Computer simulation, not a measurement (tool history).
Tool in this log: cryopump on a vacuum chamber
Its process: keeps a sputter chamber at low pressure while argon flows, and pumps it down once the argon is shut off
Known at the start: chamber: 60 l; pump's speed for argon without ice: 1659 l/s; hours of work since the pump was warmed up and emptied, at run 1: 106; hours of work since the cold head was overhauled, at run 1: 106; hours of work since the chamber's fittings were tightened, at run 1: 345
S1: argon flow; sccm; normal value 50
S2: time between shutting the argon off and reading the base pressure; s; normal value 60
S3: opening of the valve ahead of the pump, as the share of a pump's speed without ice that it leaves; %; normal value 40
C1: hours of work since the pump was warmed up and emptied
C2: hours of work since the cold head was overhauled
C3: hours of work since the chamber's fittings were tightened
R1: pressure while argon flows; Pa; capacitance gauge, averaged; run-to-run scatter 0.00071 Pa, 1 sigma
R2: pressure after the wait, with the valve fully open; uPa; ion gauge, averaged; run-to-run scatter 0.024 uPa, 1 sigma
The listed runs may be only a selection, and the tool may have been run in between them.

run 1 hour=0.0 | S1=50 S2=60 S3=40 | C1=106 C2=106 C3=345 | R1=0.1302 R2=1.21
run 2 hour=48.2 | S1=50 S2=60 S3=40 | C1=127 C2=127 C3=366 | R1=0.1291 R2=1.26
run 3 hour=89.3 | S1=26 S2=60 S3=40 | C1=145 C2=145 C3=383 | R1=0.0693 R2=1.26
run 4 hour=144.8 | S1=26 S2=60 S3=37 | C1=169 C2=169 C3=407 | R1=0.0737 R2=1.28
run 5 hour=172.7 | S1=43 S2=60 S3=40 | C1=181 C2=181 C3=419 | R1=0.1127 R2=1.33
run 6 hour=203.0 | S1=50 S2=60 S3=55 | C1=194 C2=194 C3=432 | R1=0.0967 R2=1.33
run 7 hour=234.1 | S1=50 S2=60 S3=55 | C1=207 C2=207 C3=446 | R1=0.0974 R2=1.31
run 8 hour=264.9 | S1=50 S2=60 S3=40 | C1=220 C2=220 C3=459 | R1=0.1322 R2=1.38
run 9 hour=304.1 | S1=50 S2=60 S3=40 | C1=237 C2=237 C3=476 | R1=0.1324 R2=1.35
run 10 hour=361.9 | S1=59 S2=60 S3=40 | C1=262 C2=262 C3=501 | R1=0.1576 R2=1.45
run 11 hour=411.0 | S1=59 S2=60 S3=40 | C1=283 C2=283 C3=522 | R1=0.1602 R2=1.37
run 12 hour=442.4 | S1=24 S2=60 S3=40 | C1=297 C2=297 C3=535 | R1=0.0631 R2=1.44
run 13 hour=486.4 | S1=24 S2=60 S3=40 | C1=316 C2=316 C3=554 | R1=0.0629 R2=1.49
run 14 hour=515.2 | S1=24 S2=60 S3=40 | C1=328 C2=328 C3=567 | R1=0.0638 R2=1.49
run 15 hour=549.4 | S1=24 S2=60 S3=40 | C1=343 C2=343 C3=582 | R1=0.0648 R2=1.46
run 16 hour=606.5 | S1=80 S2=27 S3=40 | C1=368 C2=368 C3=606 | R1=0.2170 R2=2.37
run 17 hour=635.0 | S1=50 S2=60 S3=21 | C1=380 C2=380 C3=618 | R1=0.2491 R2=1.52
run 18 hour=694.5 | S1=50 S2=60 S3=21 | C1=405 C2=405 C3=644 | R1=0.2526 R2=1.60
run 19 hour=744.3 | S1=50 S2=49 S3=18 | C1=427 C2=427 C3=665 | R1=0.2913 R2=1.75
run 20 hour=781.3 | S1=89 S2=23 S3=47 | C1=443 C2=443 C3=681 | R1=0.2099 R2=2.79
run 21 hour=828.0 | S1=49 S2=60 S3=59 | C1=463 C2=463 C3=701 | R1=0.0936 R2=1.67
run 22 hour=867.5 | S1=49 S2=60 S3=59 | C1=480 C2=480 C3=719 | R1=0.0946 R2=1.66
run 23 hour=916.6 | S1=21 S2=60 S3=40 | C1=501 C2=501 C3=740 | R1=0.0582 R2=1.65
run 24 hour=969.8 | S1=21 S2=60 S3=40 | C1=524 C2=524 C3=763 | R1=0.0577 R2=1.77
run 25 hour=999.8 | S1=21 S2=60 S3=40 | C1=537 C2=537 C3=775 | R1=0.0590 R2=1.77
run 26 hour=1036.3 | S1=21 S2=60 S3=34 | C1=553 C2=553 C3=791 | R1=0.0689 R2=1.74
run 27 hour=1073.3 | S1=50 S2=60 S3=45 | C1=569 C2=569 C3=807 | R1=0.1265 R2=1.74
run 28 hour=1120.5 | S1=52 S2=35 S3=40 | C1=589 C2=589 C3=827 | R1=0.1443 R2=2.30
run 29 hour=1173.3 | S1=39 S2=112 S3=40 | C1=612 C2=612 C3=850 | R1=0.1101 R2=1.53

Forecast each of these 3 alternatives for the next run:
run A hour=1223.0 | S1=95 S2=32 S3=34 | C1=633 C2=633 C3=872 | R1=? R2=?
run B hour=1223.0 | S1=34 S2=96 S3=50 | C1=633 C2=633 C3=872 | R1=? R2=?
run C hour=1223.0 | S1=23 S2=100 S3=19 | C1=633 C2=633 C3=872 | R1=? R2=?

run=A R1=0.3103 R2=2.55
run=B R1=0.0799 R2=1.58
run=C R1=0.1316 R2=1.57
The same runs, with their run-to-run variation unchanged, on a tool lacking any hidden condition would have given:
run=A R1=0.2835 R2=1.61
run=B R1=0.0702 R2=0.65
run=C R1=0.1251 R2=0.64
